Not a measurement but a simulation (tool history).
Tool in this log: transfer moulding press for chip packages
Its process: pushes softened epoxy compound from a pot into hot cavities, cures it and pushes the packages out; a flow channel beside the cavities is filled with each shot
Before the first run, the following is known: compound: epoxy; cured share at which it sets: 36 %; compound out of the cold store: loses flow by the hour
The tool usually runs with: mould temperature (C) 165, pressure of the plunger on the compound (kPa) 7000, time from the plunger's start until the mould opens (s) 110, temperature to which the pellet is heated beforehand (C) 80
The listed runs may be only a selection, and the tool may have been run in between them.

run     day  mould temperature (C)  pressure of the plunger on the compound (kPa)  time from the plunger's start until the mould opens (s)  temperature to which the pellet is heated beforehand (C)  incoming compound's hours out of the cold store  length that the compound runs in the flow channel (mm)  greatest force on the pins that push the packages out (N)
  1   0.000                    165                                           7000                                                      110                                                        80                                             20.8                                                     605                                                        691
      0.846  -- cavities cleaned with cleaning compound and waxed
  2   1.696                    165                                           7000                                                      110                                                        80                                             28.1                                                     585                                                        583
      3.779  -- cavities cleaned with cleaning compound and waxed
  3   3.983                    165                                           7000                                                      110                                                        80                                             41.9                                                     552                                                        431
  4   6.108                    165                                           7000                                                      110                                                        80                                             21.0                                                     600                                                        699
      6.846  -- cavities cleaned with cleaning compound and waxed
  5   7.554                    165                                           7000                                                      110                                                        80                                             42.4                                                     543                                                        550
  6   9.096                    165                                           7000                                                      110                                                        80                                             37.2                                                     550                                                        700
      9.912  -- cavities cleaned with cleaning compound and waxed
  7  11.642                    165                                           7000                                                      110                                                        80                                             29.6                                                     563                                                        641
     12.983  -- cavities cleaned with cleaning compound and waxed
  8  14.304                    165                                           7000                                                      101                                                        80                                             21.8                                                     582                                                        733
     15.888  -- cavities cleaned with cleaning compound and waxed
  9  15.888                    165                                           7000                                                      110                                                        80                                             13.2                                                     603                                                        412
 10  17.212                    166                                           7000                                                      110                                                        80                                             10.1                                                     601                                                        582
     18.325  -- mould's thermocouples calibrated
     18.983  -- plunger's sealing rings changed
     19.046  -- cavities cleaned with cleaning compound and waxed
 11  19.442                    167                                           5530                                                      104                                                        84                                             12.6                                                     574                                                        539
     22.017  -- cavities cleaned with cleaning compound and waxed
 12  22.079                    167                                           5530                                                      104                                                        84                                             43.6                                                     505                                                        426
 13  23.642                    159                                           5530                                                      104                                                        79                                             18.7                                                     574                                                       1105
 14  24.742                    170                                           6170                                                      110                                                        84                                             40.5                                                     530                                                        674
     25.017  -- cavities cleaned with cleaning compound and waxed
 15  26.842                    170                                           6170                                                      110                                                        84                                             33.8                                                     543                                                        612
     28.000  -- cavities cleaned with cleaning compound and waxed
 16  28.408                    165                                           7710                                                      115                                                        87                                             41.8                                                     592                                                        471
     30.921  -- cavities cleaned with cleaning compound and waxed
 17  31.029                    165                                           7000                                                      110                                                        80                                             19.2                                                     618                                                        451
 18  33.583                    165                                           7000                                                      110                                                        80                                             20.7                                                     616                                                        756

5 options for the next run, each taken on its own from the tool as it stands now. Forecast them:
     33.888  -- cavities cleaned with cleaning compound and waxed
  A  34.871                    165                                           7000                                                      110                                                        75                                             35.7                                                       ?                                                          ?
     33.888  -- cavities cleaned with cleaning compound and waxed
  B  34.871                    159                                           7900                                                      111                                                        80                                             21.0                                                       ?                                                          ?
     33.888  -- cavities cleaned with cleaning compound and waxed
  C  34.871                    165                                           7260                                                      110                                                        87                                             10.6                                                       ?                                                          ?
     33.888  -- cavities cleaned with cleaning compound and waxed
  D  34.871                    157                                           7000                                                      110                                                        82                                             32.2                                                       ?                                                          ?
     33.888  -- cavities cleaned with cleaning compound and waxed
  E  34.871                    161                                           7000                                                      140                                                        80                                             15.3                                                       ?                                                          ?

run  length that the compound runs in the flow channel (mm)  greatest force on the pins that push the packages out (N)
  A                                                     572                                                        587
  B                                                     660                                                        872
  C                                                     641                                                        570
  D                                                     600                                                        914
  E                                                     634                                                        538
Without the tool's unlogged condition, the same runs would have read:
run  length that the compound runs in the flow channel (mm)  greatest force on the pins that push the packages out (N)
  A                                                     594                                                        397
  B                                                     686                                                        592
  C                                                     666                                                        383
  D                                                     624                                                        615
  E                                                     660                                                        364

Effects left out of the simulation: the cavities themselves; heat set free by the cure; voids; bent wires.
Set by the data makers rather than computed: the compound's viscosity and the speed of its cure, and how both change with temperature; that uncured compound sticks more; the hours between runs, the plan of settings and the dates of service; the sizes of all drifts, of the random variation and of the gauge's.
